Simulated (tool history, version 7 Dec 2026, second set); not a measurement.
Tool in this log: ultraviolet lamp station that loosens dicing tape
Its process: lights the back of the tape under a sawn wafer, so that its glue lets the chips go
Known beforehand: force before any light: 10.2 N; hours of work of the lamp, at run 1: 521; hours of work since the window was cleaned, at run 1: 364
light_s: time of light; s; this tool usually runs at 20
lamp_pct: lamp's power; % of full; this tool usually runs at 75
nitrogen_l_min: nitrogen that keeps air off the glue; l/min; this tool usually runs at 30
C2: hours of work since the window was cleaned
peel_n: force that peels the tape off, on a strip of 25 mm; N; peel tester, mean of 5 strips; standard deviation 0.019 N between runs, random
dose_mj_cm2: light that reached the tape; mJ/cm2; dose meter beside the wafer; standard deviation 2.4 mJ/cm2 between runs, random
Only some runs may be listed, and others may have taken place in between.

run 1 hour=0 | light_s=20 lamp_pct=75 nitrogen_l_min=30 | hours_of_work_of_the_lamp=521 C2=364 | peel_n=0.905 dose_mj_cm2=270
run 2 hour=27.5 | light_s=20 lamp_pct=75 nitrogen_l_min=30 | hours_of_work_of_the_lamp=532 C2=376 | peel_n=0.935 dose_mj_cm2=272
run 3 hour=49.2 | light_s=34 lamp_pct=75 nitrogen_l_min=30 | hours_of_work_of_the_lamp=541 C2=385 | peel_n=0.333 dose_mj_cm2=459
run 4 hour=73.6 | light_s=20 lamp_pct=75 nitrogen_l_min=30 | hours_of_work_of_the_lamp=552 C2=395 | peel_n=0.914 dose_mj_cm2=274
run 5 hour=104.9 | light_s=20 lamp_pct=75 nitrogen_l_min=30 | hours_of_work_of_the_lamp=565 C2=409 | peel_n=0.928 dose_mj_cm2=271
run 6 hour=129.5 | light_s=20 lamp_pct=75 nitrogen_l_min=38 | hours_of_work_of_the_lamp=575 C2=419 | peel_n=0.784 dose_mj_cm2=270
run 7 hour=154.9 | light_s=20 lamp_pct=75 nitrogen_l_min=38 | hours_of_work_of_the_lamp=586 C2=430 | peel_n=0.823 dose_mj_cm2=266
run 8 hour=169.9 | light_s=20 lamp_pct=73 nitrogen_l_min=38 | hours_of_work_of_the_lamp=592 C2=436 | peel_n=0.836 dose_mj_cm2=262
run 9 hour=205 | light_s=20 lamp_pct=73 nitrogen_l_min=38 | hours_of_work_of_the_lamp=607 C2=451 | peel_n=0.859 dose_mj_cm2=266
run 10 hour=231.2 | light_s=20 lamp_pct=73 nitrogen_l_min=34 | hours_of_work_of_the_lamp=618 C2=462 | peel_n=0.906 dose_mj_cm2=264
run 11 hour=265.8 | light_s=20 lamp_pct=72 nitrogen_l_min=34 | hours_of_work_of_the_lamp=633 C2=476 | peel_n=0.925 dose_mj_cm2=258
run 12 hour=284 | light_s=20 lamp_pct=72 nitrogen_l_min=34 | hours_of_work_of_the_lamp=640 C2=484 | peel_n=0.913 dose_mj_cm2=260
run 13 hour=309.5 | light_s=20 lamp_pct=75 nitrogen_l_min=30 | hours_of_work_of_the_lamp=651 C2=495 | peel_n=0.946 dose_mj_cm2=268
run 14 hour=345.7 | light_s=20 lamp_pct=75 nitrogen_l_min=30 | hours_of_work_of_the_lamp=666 C2=510 | peel_n=0.938 dose_mj_cm2=270
run 15 hour=379.6 | light_s=20 lamp_pct=75 nitrogen_l_min=30 | hours_of_work_of_the_lamp=681 C2=524 | peel_n=0.929 dose_mj_cm2=273
run 16 hour=404.4 | light_s=20 lamp_pct=66 nitrogen_l_min=30 | hours_of_work_of_the_lamp=691 C2=535 | peel_n=1.17 dose_mj_cm2=234
run 17 hour=433.4 | light_s=20 lamp_pct=66 nitrogen_l_min=30 | hours_of_work_of_the_lamp=703 C2=547 | peel_n=1.166 dose_mj_cm2=233
run 18 hour=460.1 | light_s=20 lamp_pct=66 nitrogen_l_min=30 | hours_of_work_of_the_lamp=715 C2=558 | peel_n=1.181 dose_mj_cm2=239
-- hour=469.7 window cleaned of glue's vapour
run 19 hour=482.8 | light_s=20 lamp_pct=75 nitrogen_l_min=13 | hours_of_work_of_the_lamp=724 C2=6 | peel_n=1.564 dose_mj_cm2=270
run 20 hour=514.4 | light_s=20 lamp_pct=96 nitrogen_l_min=30 | hours_of_work_of_the_lamp=737 C2=19 | peel_n=0.544 dose_mj_cm2=351
run 21 hour=543.6 | light_s=20 lamp_pct=96 nitrogen_l_min=30 | hours_of_work_of_the_lamp=750 C2=31 | peel_n=0.567 dose_mj_cm2=345
run 22 hour=578.1 | light_s=32 lamp_pct=96 nitrogen_l_min=30 | hours_of_work_of_the_lamp=764 C2=46 | peel_n=0.275 dose_mj_cm2=561
run 23 hour=603.1 | light_s=32 lamp_pct=96 nitrogen_l_min=30 | hours_of_work_of_the_lamp=775 C2=56 | peel_n=0.281 dose_mj_cm2=554
run 24 hour=638.3 | light_s=32 lamp_pct=96 nitrogen_l_min=30 | hours_of_work_of_the_lamp=790 C2=71 | peel_n=0.279 dose_mj_cm2=551
run 25 hour=662 | light_s=32 lamp_pct=96 nitrogen_l_min=30 | hours_of_work_of_the_lamp=800 C2=81 | peel_n=0.272 dose_mj_cm2=548
run 26 hour=680.8 | light_s=29 lamp_pct=75 nitrogen_l_min=19 | hours_of_work_of_the_lamp=807 C2=89 | peel_n=0.591 dose_mj_cm2=391
run 27 hour=716.5 | light_s=29 lamp_pct=75 nitrogen_l_min=19 | hours_of_work_of_the_lamp=823 C2=104 | peel_n=0.563 dose_mj_cm2=397
run 28 hour=742.3 | light_s=28 lamp_pct=65 nitrogen_l_min=28 | hours_of_work_of_the_lamp=833 C2=115 | peel_n=0.665 dose_mj_cm2=324
run 29 hour=762 | light_s=20 lamp_pct=86 nitrogen_l_min=37 | hours_of_work_of_the_lamp=842 C2=123 | peel_n=0.629 dose_mj_cm2=307
run 30 hour=790.5 | light_s=20 lamp_pct=86 nitrogen_l_min=37 | hours_of_work_of_the_lamp=854 C2=135 | peel_n=0.622 dose_mj_cm2=308
run 31 hour=810.6 | light_s=26 lamp_pct=96 nitrogen_l_min=37 | hours_of_work_of_the_lamp=862 C2=144 | peel_n=0.331 dose_mj_cm2=455
run 32 hour=826.7 | light_s=16 lamp_pct=80 nitrogen_l_min=30 | hours_of_work_of_the_lamp=869 C2=150 | peel_n=1.267 dose_mj_cm2=227
run 33 hour=858.7 | light_s=20 lamp_pct=77 nitrogen_l_min=19 | hours_of_work_of_the_lamp=882 C2=164 | peel_n=1.163 dose_mj_cm2=274
run 34 hour=886.9 | light_s=14 lamp_pct=85 nitrogen_l_min=49 | hours_of_work_of_the_lamp=894 C2=176 | peel_n=1.152 dose_mj_cm2=217
run 35 hour=902.2 | light_s=14 lamp_pct=85 nitrogen_l_min=49 | hours_of_work_of_the_lamp=901 C2=182 | peel_n=1.074 dose_mj_cm2=219
run 36 hour=934.5 | light_s=11 lamp_pct=80 nitrogen_l_min=9 | hours_of_work_of_the_lamp=914 C2=196 | peel_n=3.713 dose_mj_cm2=156
run 37 hour=953.8 | light_s=14 lamp_pct=80 nitrogen_l_min=49 | hours_of_work_of_the_lamp=923 C2=204 | peel_n=1.25 dose_mj_cm2=198
run 38 hour=989.6 | light_s=13 lamp_pct=60 nitrogen_l_min=30 | hours_of_work_of_the_lamp=938 C2=219 | peel_n=2.773 dose_mj_cm2=138
run 39 hour=1013.7 | light_s=19 lamp_pct=75 nitrogen_l_min=30 | hours_of_work_of_the_lamp=948 C2=229 | peel_n=1.045 dose_mj_cm2=261
run 40 hour=1035.5 | light_s=14 lamp_pct=63 nitrogen_l_min=30 | hours_of_work_of_the_lamp=957 C2=239 | peel_n=2.324 dose_mj_cm2=157
run 41 hour=1067.6 | light_s=14 lamp_pct=87 nitrogen_l_min=54 | hours_of_work_of_the_lamp=971 C2=252 | peel_n=1.021 dose_mj_cm2=222
-- hour=1071.2 lamp changed
run 42 hour=1097.2 | light_s=21 lamp_pct=87 nitrogen_l_min=42 | hours_of_work_of_the_lamp=11 C2=264 | peel_n=0.518 dose_mj_cm2=330
run 43 hour=1115.7 | light_s=31 lamp_pct=73 nitrogen_l_min=55 | hours_of_work_of_the_lamp=19 C2=272 | peel_n=0.311 dose_mj_cm2=405

Take each entry between the runs: how does the hidden state at the last listed run before it differ from the hidden state at the first listed run after it?
Runs 18 to 19: window cleaned of glue's vapour (hour 469.7)
  light that the window lets through, % of a clean one's: 99.9 -> 100
Runs 41 to 42: lamp changed (hour 1071.2)
  lamp's light, % of a new lamp's: 99.9 -> 100
